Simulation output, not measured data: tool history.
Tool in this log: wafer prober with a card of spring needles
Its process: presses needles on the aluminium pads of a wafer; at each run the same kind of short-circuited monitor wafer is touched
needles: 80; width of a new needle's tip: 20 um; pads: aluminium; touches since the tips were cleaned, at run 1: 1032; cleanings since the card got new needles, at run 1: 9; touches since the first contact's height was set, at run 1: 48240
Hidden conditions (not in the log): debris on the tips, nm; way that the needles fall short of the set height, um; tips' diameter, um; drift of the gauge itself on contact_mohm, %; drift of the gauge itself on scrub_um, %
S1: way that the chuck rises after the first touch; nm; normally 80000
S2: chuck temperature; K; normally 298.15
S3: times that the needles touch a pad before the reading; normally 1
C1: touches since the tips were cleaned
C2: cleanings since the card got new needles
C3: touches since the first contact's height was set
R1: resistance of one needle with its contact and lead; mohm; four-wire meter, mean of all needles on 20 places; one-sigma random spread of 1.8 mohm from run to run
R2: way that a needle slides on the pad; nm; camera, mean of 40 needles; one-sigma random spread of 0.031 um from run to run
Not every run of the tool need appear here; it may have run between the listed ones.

Run 1, hour 0.0: usual settings; C1 1032; C2 9; C3 48240. Result: R1 224 mohm, R2 21790 nm.
At hour 20.9: tips cleaned on abrasive film.
Run 2, hour 28.4: usual settings; C1 1204; C2 10; C3 52765. Result: R1 225 mohm, R2 21750 nm.
Run 3, hour 41.9: usual settings; C1 3371; C2 10; C3 54932. Result: R1 287 mohm, R2 21770 nm.
At hour 48.9: tips cleaned on abrasive film.
Run 4, hour 73.3: usual settings; C1 3893; C2 11; C3 59927. Result: R1 290 mohm, R2 21700 nm.
At hour 75.7: tips cleaned on abrasive film.
At hour 102.6: tips cleaned on abrasive film.
Run 5, hour 102.9: usual settings; C1 61; C2 13; C3 64636. Result: R1 194 mohm, R2 21680 nm.
At hour 130.5: tips cleaned on abrasive film.
Run 6, hour 132.4: usual settings; C1 299; C2 14; C3 69334. Result: R1 198 mohm, R2 21660 nm.
At hour 134.8: height of the first contact set anew.
At hour 157.4: tips cleaned on abrasive film.
Run 7, hour 163.2: usual settings; C1 922; C2 15; C3 4524. Result: R1 222 mohm, R2 21610 nm.
At hour 184.6: tips cleaned on abrasive film.
Run 8, hour 184.6: usual settings; C1 0; C2 16; C3 7923. Result: R1 187 mohm, R2 21640 nm.
Run 9, hour 198.9: usual settings but S1 62000 nm; C1 2292; C2 16; C3 10215. Result: R1 313 mohm, R2 16650 nm.
At hour 211.8: tips cleaned on abrasive film.
Run 10, hour 227.3: usual settings but S1 62000 nm; C1 2474; C2 17; C3 14743. Result: R1 330 mohm, R2 16660 nm.
At hour 238.5: tips cleaned on abrasive film.
Run 11, hour 241.4: usual settings but S1 62000 nm; C1 465; C2 18; C3 16978. Result: R1 227 mohm, R2 16610 nm.
At hour 265.1: tips cleaned on abrasive film.
Run 12, hour 267.2: usual settings but S1 62000 nm, S2 349.15 K; C1 340; C2 19; C3 21096. Result: R1 228 mohm, R2 16600 nm.
Run 13, hour 289.7: usual settings but S1 62000 nm, S2 302.15 K, S3 2; C1 3936; C2 19; C3 24692. Result: R1 298 mohm, R2 16610 nm.
At hour 294.4: height of the first contact set anew, once more.
At hour 294.5: tips cleaned on abrasive film.
At hour 321.2: tips cleaned on abrasive film.
Run 14, hour 322.3: usual settings but S1 100000 nm, S2 300.15 K, S3 2; C1 181; C2 21; C3 4430. Result: R1 184 mohm, R2 27310 nm.
At hour 349.7: tips cleaned on abrasive film.
Run 15, hour 351.4: usual settings but S1 100000 nm, S2 360.15 K, S3 2; C1 282; C2 22; C3 9071. Result: R1 201 mohm, R2 27270 nm.
At hour 377.2: tips cleaned on abrasive film.
Run 16, hour 383.2: usual settings but S1 100000 nm, S2 360.15 K, S3 2; C1 973; C2 23; C3 14146. Result: R1 205 mohm, R2 27270 nm.
At hour 404.7: tips cleaned on abrasive film.
Run 17, hour 406.9: usual settings but S1 100000 nm, S2 360.15 K, S3 2; C1 366; C2 24; C3 17919. Result: R1 196 mohm, R2 27300 nm.
Run 18, hour 429.9: usual settings but S2 300.15 K; C1 4038; C2 24; C3 21591. Result: R1 287 mohm, R2 21790 nm.
At hour 432.5: tips cleaned on abrasive film.
Run 19, hour 454.0: usual settings but S2 300.15 K; C1 3444; C2 25; C3 25427. Result: R1 289 mohm, R2 21800 nm.

How would selected steps in R1 from run to run divide? Give the signed amount a tool lacking its hidden state would still show from settings, what came in and random variation, and the signed amount left for the hidden state, including any gauge scatter that is not in both of the compared results.
Run 8 -> 9: S1 80000 -> 62000. R1 +126 mohm: hidden state +123, all else +3.
